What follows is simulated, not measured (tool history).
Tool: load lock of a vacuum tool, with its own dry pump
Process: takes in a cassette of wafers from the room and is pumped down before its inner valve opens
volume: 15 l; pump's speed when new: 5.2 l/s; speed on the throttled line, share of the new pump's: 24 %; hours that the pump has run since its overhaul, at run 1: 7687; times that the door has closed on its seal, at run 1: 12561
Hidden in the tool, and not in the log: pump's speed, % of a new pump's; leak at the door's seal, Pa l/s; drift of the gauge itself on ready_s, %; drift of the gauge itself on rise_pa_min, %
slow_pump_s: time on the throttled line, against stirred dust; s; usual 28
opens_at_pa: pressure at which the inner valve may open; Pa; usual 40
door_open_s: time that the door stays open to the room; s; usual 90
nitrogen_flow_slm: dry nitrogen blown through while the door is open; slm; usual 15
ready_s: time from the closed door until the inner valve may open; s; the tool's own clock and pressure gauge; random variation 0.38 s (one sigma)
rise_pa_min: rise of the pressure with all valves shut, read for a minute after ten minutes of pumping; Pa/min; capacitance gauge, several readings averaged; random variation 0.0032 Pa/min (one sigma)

| run | hour | slow_pump_s | opens_at_pa | door_open_s | nitrogen_flow_slm | hours that the pump has run since its overhaul | times that the door has closed on its seal | incoming humidity of the room's air, % | ready_s | rise_pa_min |
|---|---|---|---|---|---|---|---|---|---|---|
| 1 | 0.0 | 28 | 40 | 90 | 15 | 7687 | 12561 | 44.2 | 45.9 | 0.172 |
| 2 | 131.8 | 28 | 40 | 90 | 15 | 7819 | 12802 | 41.5 | 46.3 | 0.172 |
| 3 | 420.1 | 26 | 40 | 90 | 15 | 8107 | 13329 | 44.3 | 44.7 | 0.178 |
| 4 | 711.2 | 26 | 40 | 90 | 15 | 8398 | 13861 | 43.1 | 45.1 | 0.180 |
| 5 | 967.0 | 28 | 40 | 90 | 38 | 8654 | 14328 | 46.0 | 46.0 | 0.160 |
| 6 | 1267.0 | 28 | 40 | 90 | 8 | 8954 | 14876 | 43.3 | 45.8 | 0.205 |
| 7 | 1566.9 | 28 | 40 | 90 | 8 | 9254 | 15424 | 41.5 | 46.4 | 0.211 |
| 8 | 1820.8 | 28 | 40 | 26 | 8 | 9508 | 15888 | 43.6 | 46.1 | 0.164 |
| 9 | 2116.9 | 28 | 40 | 90 | 15 | 9804 | 16428 | 43.2 | 45.9 | 0.200 |
| 10 | 2242.9 | 28 | 40 | 90 | 15 | 9930 | 16659 | 44.7 | 46.3 | 0.210 |
| 11 | 2432.8 | 28 | 40 | 76 | 23 | 10120 | 17006 | 44.8 | 46.8 | 0.187 |
| 12 | 2566.1 | 42 | 48 | 137 | 21 | 10253 | 17249 | 47.1 | 55.8 | 0.229 |
| 13 | 2820.2 | 42 | 29 | 33 | 17 | 10507 | 17713 | 41.0 | 57.7 | 0.167 |
| 14 | 2964.7 | 40 | 40 | 195 | 15 | 10651 | 17977 | 45.4 | 54.9 | 0.269 |
| 15 | 3094.1 | 16 | 40 | 171 | 6 | 10781 | 18214 | 44.8 | 38.3 | 0.297 |
| 16 | 3267.2 | 37 | 40 | 171 | 32 | 10954 | 18530 | 46.0 | 53.7 | 0.235 |
| 17 | 3427.3 | 28 | 40 | 43 | 7 | 11114 | 18822 | 44.2 | 46.9 | 0.199 |
| 18 | 3692.6 | 28 | 38 | 43 | 26 | 11379 | 19307 | 43.9 | 47.5 | 0.187 |
| 19 | 3858.8 | 28 | 38 | 43 | 26 | 11546 | 19611 | 47.5 | 47.4 | 0.194 |

5 ways to go on from here, each from the tool as it stands after run 19. What would each give?
| A | 4146.1 | 18 | 73 | 108 | 15 | 11833 | 20135 | 48.9 | ? | ? |
| B | 4146.1 | 55 | 77 | 130 | 15 | 11833 | 20135 | 43.8 | ? | ? |
| C | 4146.1 | 28 | 38 | 28 | 21 | 11833 | 20135 | 46.1 | ? | ? |
| D | 4146.1 | 28 | 38 | 123 | 9 | 11833 | 20135 | 48.4 | ? | ? |
| E | 4146.1 | 16 | 38 | 52 | 20 | 11833 | 20135 | 45.3 | ? | ? |

| run | ready_s | rise_pa_min |
|---|---|---|
| A | 37.6 | 0.257 |
| B | 63.9 | 0.256 |
| C | 48.2 | 0.189 |
| D | 47.5 | 0.293 |
| E | 39.1 | 0.214 |
Without the tool's hidden state the same runs would have given:
| run | ready_s | rise_pa_min |
|---|---|---|
| A | 34.5 | 0.125 |
| B | 62.4 | 0.123 |
| C | 45.1 | 0.059 |
| D | 44.4 | 0.158 |
| E | 35.6 | 0.082 |
